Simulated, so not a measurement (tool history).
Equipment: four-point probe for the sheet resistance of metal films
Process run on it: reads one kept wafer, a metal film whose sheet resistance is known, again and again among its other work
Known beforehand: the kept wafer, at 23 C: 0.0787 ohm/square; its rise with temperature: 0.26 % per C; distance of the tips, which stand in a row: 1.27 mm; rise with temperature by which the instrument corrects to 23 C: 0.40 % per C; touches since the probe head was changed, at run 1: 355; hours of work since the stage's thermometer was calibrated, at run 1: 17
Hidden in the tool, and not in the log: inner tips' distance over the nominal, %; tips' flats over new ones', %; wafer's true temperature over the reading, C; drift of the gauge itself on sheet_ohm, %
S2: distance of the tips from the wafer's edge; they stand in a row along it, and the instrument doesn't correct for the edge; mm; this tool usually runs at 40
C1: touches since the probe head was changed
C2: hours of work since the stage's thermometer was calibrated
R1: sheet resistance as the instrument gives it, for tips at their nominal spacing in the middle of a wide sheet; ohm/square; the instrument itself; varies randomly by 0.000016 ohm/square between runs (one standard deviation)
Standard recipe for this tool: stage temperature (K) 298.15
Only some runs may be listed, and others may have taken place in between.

run 1 hour=0 | stage_temperature_(K)=298.15 S2=40 | C1=355 C2=17 | R1=0.078685
run 2 hour=17.4 | stage_temperature_(K)=298.15 S2=40 | C1=538 C2=26 | R1=0.078661
run 3 hour=42.1 | stage_temperature_(K)=298.15 S2=12 | C1=799 C2=38 | R1=0.079116
run 4 hour=73.9 | stage_temperature_(K)=298.15 S2=40 | C1=1134 C2=54 | R1=0.078666
run 5 hour=89.1 | stage_temperature_(K)=298.15 S2=40 | C1=1294 C2=61 | R1=0.078662
run 6 hour=113 | stage_temperature_(K)=298.15 S2=5 | C1=1547 C2=73 | R1=0.081293
run 7 hour=142.2 | stage_temperature_(K)=298.15 S2=40 | C1=1855 C2=88 | R1=0.078677
run 8 hour=158.4 | stage_temperature_(K)=298.15 S2=40 | C1=2026 C2=96 | R1=0.078683
run 9 hour=183 | stage_temperature_(K)=298.15 S2=40 | C1=2286 C2=108 | R1=0.078692
run 10 hour=196.9 | stage_temperature_(K)=298.15 S2=40 | C1=2432 C2=115 | R1=0.078704
run 11 hour=218.7 | stage_temperature_(K)=298.15 S2=5 | C1=2662 C2=126 | R1=0.081284
run 12 hour=248.4 | stage_temperature_(K)=298.15 S2=5 | C1=2976 C2=141 | R1=0.081261
run 13 hour=263 | stage_temperature_(K)=298.15 S2=55 | C1=3129 C2=148 | R1=0.078678
run 14 hour=292.1 | stage_temperature_(K)=298.15 S2=55 | C1=3437 C2=163 | R1=0.078674
run 15 hour=312 | stage_temperature_(K)=298.15 S2=55 | C1=3647 C2=173 | R1=0.078672
run 16 hour=341.2 | stage_temperature_(K)=298.15 S2=4 | C1=3955 C2=188 | R1=0.082678
run 17 hour=368.6 | stage_temperature_(K)=298.15 S2=4 | C1=4243 C2=201 | R1=0.082701
run 18 hour=395.8 | stage_temperature_(K)=298.15 S2=4 | C1=4531 C2=215 | R1=0.082677
run 19 hour=409.8 | stage_temperature_(K)=296.15 S2=4 | C1=4679 C2=222 | R1=0.082916
run 20 hour=441 | stage_temperature_(K)=298.15 S2=50 | C1=5008 C2=238 | R1=0.078664
run 21 hour=470.8 | stage_temperature_(K)=298.15 S2=50 | C1=5321 C2=252 | R1=0.078684
run 22 hour=499 | stage_temperature_(K)=298.15 S2=50 | C1=5619 C2=267 | R1=0.078695
run 23 hour=516.1 | stage_temperature_(K)=298.15 S2=50 | C1=5800 C2=275 | R1=0.07868
run 24 hour=539.3 | stage_temperature_(K)=292.15 S2=46 | C1=6045 C2=287 | R1=0.079317
run 25 hour=566.3 | stage_temperature_(K)=296.15 S2=46 | C1=6329 C2=300 | R1=0.078918
run 26 hour=587.9 | stage_temperature_(K)=296.15 S2=46 | C1=6557 C2=311 | R1=0.078901
run 27 hour=609.9 | stage_temperature_(K)=298.15 S2=48 | C1=6789 C2=322 | R1=0.078663
run 28 hour=629 | stage_temperature_(K)=298.15 S2=48 | C1=6991 C2=332 | R1=0.07868
run 29 hour=646.4 | stage_temperature_(K)=292.15 S2=6 | C1=7174 C2=340 | R1=0.081154
run 30 hour=660.8 | stage_temperature_(K)=306.15 S2=7 | C1=7326 C2=348 | R1=0.079194

Forecast run 31:
run 31 hour=683.1 | stage_temperature_(K)=306.15 S2=7 | C1=7561 C2=359 | R1=?

Run 31 gave R1 0.079176 ohm/square.
On a tool with no hidden condition, and with the same random variation, this run would have come out at R1 0.079001 ohm/square.

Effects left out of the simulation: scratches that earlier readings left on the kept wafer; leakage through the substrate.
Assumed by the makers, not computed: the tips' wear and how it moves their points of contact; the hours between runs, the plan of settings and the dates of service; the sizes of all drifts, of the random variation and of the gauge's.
